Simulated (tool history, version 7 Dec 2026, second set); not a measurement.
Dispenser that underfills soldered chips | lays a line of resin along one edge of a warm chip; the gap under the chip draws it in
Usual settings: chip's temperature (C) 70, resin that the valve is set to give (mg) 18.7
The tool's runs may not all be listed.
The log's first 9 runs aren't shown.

| run | day | chip's temperature (C) | resin that the valve is set to give (mg) | hours of work since the syringe was changed | hours of work since the valve was cleaned | hours of work since the stage was calibrated | time until the resin shows at the far edge (s) | resin that the valve gave (mg) |
|---|---|---|---|---|---|---|---|---|
|  | 4.483 | new syringe of resin |
| 10 | 4.588 | 70 | 18 | 2 | 54 | 395 | 97.1 | 17.37 |
|  | 4.879 | new syringe of resin |
|  | 4.921 | dispensing valve cleaned and set on the balance |
|  | 5.308 | new syringe of resin |
| 11 | 5.308 | 80 | 18.7 | 0 | 7 | 407 | 57.9 | 18.64 |
|  | 5.733 | new syringe of resin |
| 12 | 5.804 | 80 | 18.7 | 1 | 16 | 416 | 59.9 | 18.51 |
|  | 6.112 | new syringe of resin |
|  | 6.517 | new syringe of resin |
| 13 | 6.517 | 80 | 18.7 | 0 | 28 | 428 | 54.8 | 18.36 |
|  | 6.9 | new syringe of resin |
| 14 | 6.9 | 80 | 18.7 | 0 | 35 | 435 | 56.5 | 18.18 |
|  | 7.321 | new syringe of resin |
| 15 | 7.538 | 70 | 18.7 | 4 | 46 | 446 | 110.8 | 18.07 |
|  | 7.746 | new syringe of resin |
| 16 | 8.025 | 70 | 18.7 | 5 | 55 | 455 | 116.2 | 17.95 |
|  | 8.158 | new syringe of resin |
|  | 8.325 | dispensing valve cleaned and set on the balance |
|  | 8.596 | new syringe of resin |
| 17 | 8.596 | 70 | 18.7 | 0 | 5 | 464 | 85.8 | 18.72 |
|  | 9.004 | new syringe of resin |
| 18 | 9.221 | 81 | 21.3 | 4 | 16 | 475 | 67 | 21.09 |
|  | 9.383 | new syringe of resin |
| 19 | 9.733 | 81 | 21.3 | 6 | 25 | 484 | 74.1 | 20.98 |
|  | 9.775 | new syringe of resin |
|  | 10.204 | new syringe of resin |
|  | 10.308 | stage's temperature calibrated |
| 20 | 10.458 | 66 | 16.2 | 4 | 37 | 3 | 153.9 | 15.82 |
|  | 10.658 | new syringe of resin |
|  | 11.038 | new syringe of resin |
| 21 | 11.1 | 70 | 16.9 | 1 | 48 | 14 | 107.1 | 16.43 |
|  | 11.454 | new syringe of resin |
| 22 | 11.612 | 70 | 16.9 | 3 | 57 | 23 | 117.3 | 16.25 |
|  | 11.754 | dispensing valve cleaned and set on the balance |
|  | 11.883 | new syringe of resin |
| 23 | 12.012 | 71 | 17.1 | 2 | 4 | 29 | 107.4 | 16.99 |
|  | 12.288 | new syringe of resin |
|  | 12.704 | new syringe of resin |
| 24 | 12.738 | 85 | 23.7 | 1 | 17 | 42 | 52.3 | 23.44 |
|  | 13.092 | new syringe of resin |
| 25 | 13.296 | 75 | 16 | 4 | 27 | 52 | 99.3 | 15.71 |
|  | 13.504 | new syringe of resin |
|  | 13.896 | new syringe of resin |
| 26 | 13.896 | 75 | 16 | 0 | 37 | 62 | 80 | 15.53 |
|  | 14.283 | new syringe of resin |
| 27 | 14.283 | 58 | 17.8 | 0 | 44 | 69 | 172.2 | 17.22 |
| 28 | 14.612 | 58 | 17.8 | 6 | 50 | 75 | 236.9 | 17.21 |
|  | 14.679 | new syringe of resin |
|  | 15.058 | new syringe of resin |
|  | 15.15 | dispensing valve cleaned and set on the balance |
| 29 | 15.15 | 65 | 23.4 | 1 | 0 | 83 | 125.3 | 23.31 |
|  | 15.492 | new syringe of resin |
| 30 | 15.492 | 79 | 23.7 | 0 | 6 | 90 | 64 | 23.5 |
|  | 15.871 | new syringe of resin |
| 31 | 15.871 | 75 | 20.4 | 0 | 13 | 96 | 75.4 | 20.22 |
|  | 16.258 | new syringe of resin |
| 32 | 16.379 | 75 | 20.4 | 2 | 22 | 105 | 85.9 | 20.04 |

Forecast each of these 3 alternatives for the next run:
|  | 16.679 | new syringe of resin |
| A | 16.908 | 57 | 22.9 | 4 | 31 | 114 | ? | ? |
|  | 16.679 | new syringe of resin |
| B | 16.908 | 78 | 23.5 | 4 | 31 | 114 | ? | ? |
|  | 16.679 | new syringe of resin |
| C | 16.908 | 67 | 20.4 | 4 | 31 | 114 | ? | ? |

| run | time until the resin shows at the far edge (s) | resin that the valve gave (mg) |
|---|---|---|
| A | 212.8 | 22.37 |
| B | 82.1 | 22.99 |
| C | 132.9 | 19.91 |
Without the tool's hidden state the same runs would have given:
| run | time until the resin shows at the far edge (s) | resin that the valve gave (mg) |
|---|---|---|
| A | 178.9 | 22.92 |
| B | 68.6 | 23.55 |
| C | 111.3 | 20.4 |
